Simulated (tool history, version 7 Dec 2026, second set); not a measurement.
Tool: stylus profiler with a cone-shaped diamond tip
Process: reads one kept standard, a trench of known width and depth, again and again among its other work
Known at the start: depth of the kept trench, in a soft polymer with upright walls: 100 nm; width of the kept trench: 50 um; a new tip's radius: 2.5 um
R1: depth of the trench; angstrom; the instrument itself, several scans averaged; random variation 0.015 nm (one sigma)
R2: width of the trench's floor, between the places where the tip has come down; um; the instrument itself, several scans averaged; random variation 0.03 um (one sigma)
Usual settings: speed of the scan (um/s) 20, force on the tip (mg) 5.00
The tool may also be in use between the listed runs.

run 1 hour=0.0 | speed_of_the_scan_(um/s)=20 force_on_the_tip_(mg)=5.00 | R1=1027.8 R2=48.51
run 2 hour=79.3 | speed_of_the_scan_(um/s)=20 force_on_the_tip_(mg)=5.00 | R1=1027.9 R2=48.54
-- hour=169.8 new tip fitted, height scale calibrated
run 3 hour=198.1 | speed_of_the_scan_(um/s)=20 force_on_the_tip_(mg)=5.00 | R1=1027.8 R2=48.54
run 4 hour=256.9 | speed_of_the_scan_(um/s)=9 force_on_the_tip_(mg)=5.00 | R1=1027.7 R2=48.54
run 5 hour=389.0 | speed_of_the_scan_(um/s)=9 force_on_the_tip_(mg)=5.00 | R1=1027.9 R2=48.57
run 6 hour=478.1 | speed_of_the_scan_(um/s)=9 force_on_the_tip_(mg)=5.00 | R1=1027.8 R2=48.56
run 7 hour=575.7 | speed_of_the_scan_(um/s)=9 force_on_the_tip_(mg)=5.00 | R1=1027.9 R2=48.57
run 8 hour=641.3 | speed_of_the_scan_(um/s)=20 force_on_the_tip_(mg)=5.00 | R1=1027.6 R2=48.48
run 9 hour=724.0 | speed_of_the_scan_(um/s)=64 force_on_the_tip_(mg)=5.00 | R1=1027.8 R2=48.48
run 10 hour=801.5 | speed_of_the_scan_(um/s)=38 force_on_the_tip_(mg)=5.00 | R1=1027.7 R2=48.48
run 11 hour=863.0 | speed_of_the_scan_(um/s)=38 force_on_the_tip_(mg)=5.00 | R1=1027.8 R2=48.48
run 12 hour=954.9 | speed_of_the_scan_(um/s)=38 force_on_the_tip_(mg)=5.00 | R1=1027.6 R2=48.51
run 13 hour=1089.5 | speed_of_the_scan_(um/s)=77 force_on_the_tip_(mg)=5.00 | R1=1027.8 R2=48.36
run 14 hour=1186.7 | speed_of_the_scan_(um/s)=25 force_on_the_tip_(mg)=5.00 | R1=1027.8 R2=48.52
run 15 hour=1309.6 | speed_of_the_scan_(um/s)=25 force_on_the_tip_(mg)=5.00 | R1=1027.8 R2=48.54
run 16 hour=1398.9 | speed_of_the_scan_(um/s)=10 force_on_the_tip_(mg)=5.00 | R1=1027.7 R2=48.55
run 17 hour=1493.6 | speed_of_the_scan_(um/s)=10 force_on_the_tip_(mg)=5.00 | R1=1027.8 R2=48.52
run 18 hour=1606.2 | speed_of_the_scan_(um/s)=10 force_on_the_tip_(mg)=5.00 | R1=1027.7 R2=48.51
-- hour=1613.2 height scale calibrated on a step standard
run 19 hour=1682.7 | speed_of_the_scan_(um/s)=10 force_on_the_tip_(mg)=5.00 | R1=1027.8 R2=48.57
run 20 hour=1811.9 | speed_of_the_scan_(um/s)=12 force_on_the_tip_(mg)=9.53 | R1=1043.0 R2=48.48
-- hour=1839.6 new tip fitted, height scale calibrated
run 21 hour=1909.9 | speed_of_the_scan_(um/s)=59 force_on_the_tip_(mg)=11.77 | R1=1049.3 R2=48.50
run 22 hour=2034.7 | speed_of_the_scan_(um/s)=10 force_on_the_tip_(mg)=7.44 | R1=1036.1 R2=48.54
run 23 hour=2135.0 | speed_of_the_scan_(um/s)=19 force_on_the_tip_(mg)=3.81 | R1=1022.9 R2=48.56
run 24 hour=2262.3 | speed_of_the_scan_(um/s)=19 force_on_the_tip_(mg)=3.81 | R1=1023.1 R2=48.57
run 25 hour=2322.0 | speed_of_the_scan_(um/s)=19 force_on_the_tip_(mg)=3.81 | R1=1023.0 R2=48.50
run 26 hour=2438.7 | speed_of_the_scan_(um/s)=19 force_on_the_tip_(mg)=3.81 | R1=1023.2 R2=48.50
run 27 hour=2503.8 | speed_of_the_scan_(um/s)=14 force_on_the_tip_(mg)=3.03 | R1=1020.0 R2=48.49
run 28 hour=2561.9 | speed_of_the_scan_(um/s)=14 force_on_the_tip_(mg)=3.03 | R1=1019.7 R2=48.53
run 29 hour=2665.0 | speed_of_the_scan_(um/s)=41 force_on_the_tip_(mg)=12.48 | R1=1051.0 R2=48.57
run 30 hour=2768.5 | speed_of_the_scan_(um/s)=41 force_on_the_tip_(mg)=12.48 | R1=1051.5 R2=48.53
run 31 hour=2878.9 | speed_of_the_scan_(um/s)=41 force_on_the_tip_(mg)=12.48 | R1=1051.5 R2=48.52
run 32 hour=2983.5 | speed_of_the_scan_(um/s)=9 force_on_the_tip_(mg)=11.28 | R1=1047.9 R2=48.60
run 33 hour=3077.8 | speed_of_the_scan_(um/s)=21 force_on_the_tip_(mg)=1.87 | R1=1014.4 R2=48.53
run 34 hour=3176.7 | speed_of_the_scan_(um/s)=29 force_on_the_tip_(mg)=5.00 | R1=1028.0 R2=48.50
run 35 hour=3266.9 | speed_of_the_scan_(um/s)=34 force_on_the_tip_(mg)=14.99 | R1=1057.6 R2=48.55
-- hour=3284.2 height scale calibrated on a step standard
run 36 hour=3324.5 | speed_of_the_scan_(um/s)=34 force_on_the_tip_(mg)=7.09 | R1=1035.1 R2=48.54
run 37 hour=3429.4 | speed_of_the_scan_(um/s)=30 force_on_the_tip_(mg)=5.57 | R1=1029.7 R2=48.48

Forecast each of these 4 alternatives for the next run:
-- hour=3511.5 new tip fitted, height scale calibrated
run A hour=3532.3 | speed_of_the_scan_(um/s)=6 force_on_the_tip_(mg)=4.73 | R1=? R2=?
-- hour=3511.5 new tip fitted, height scale calibrated
run B hour=3532.3 | speed_of_the_scan_(um/s)=10 force_on_the_tip_(mg)=7.14 | R1=? R2=?
-- hour=3511.5 new tip fitted, height scale calibrated
run C hour=3532.3 | speed_of_the_scan_(um/s)=70 force_on_the_tip_(mg)=12.48 | R1=? R2=?
-- hour=3511.5 new tip fitted, height scale calibrated
run D hour=3532.3 | speed_of_the_scan_(um/s)=55 force_on_the_tip_(mg)=3.37 | R1=? R2=?

run=A R1=1026.8 R2=48.59
run=B R1=1035.1 R2=48.58
run=C R1=1051.1 R2=48.47
run=D R1=1021.2 R2=48.39
Without the tool's hidden state the same runs would have given:
run=A R1=1026.8 R2=48.59
run=B R1=1035.1 R2=48.59
run=C R1=1051.1 R2=48.47
run=D R1=1021.2 R2=48.39
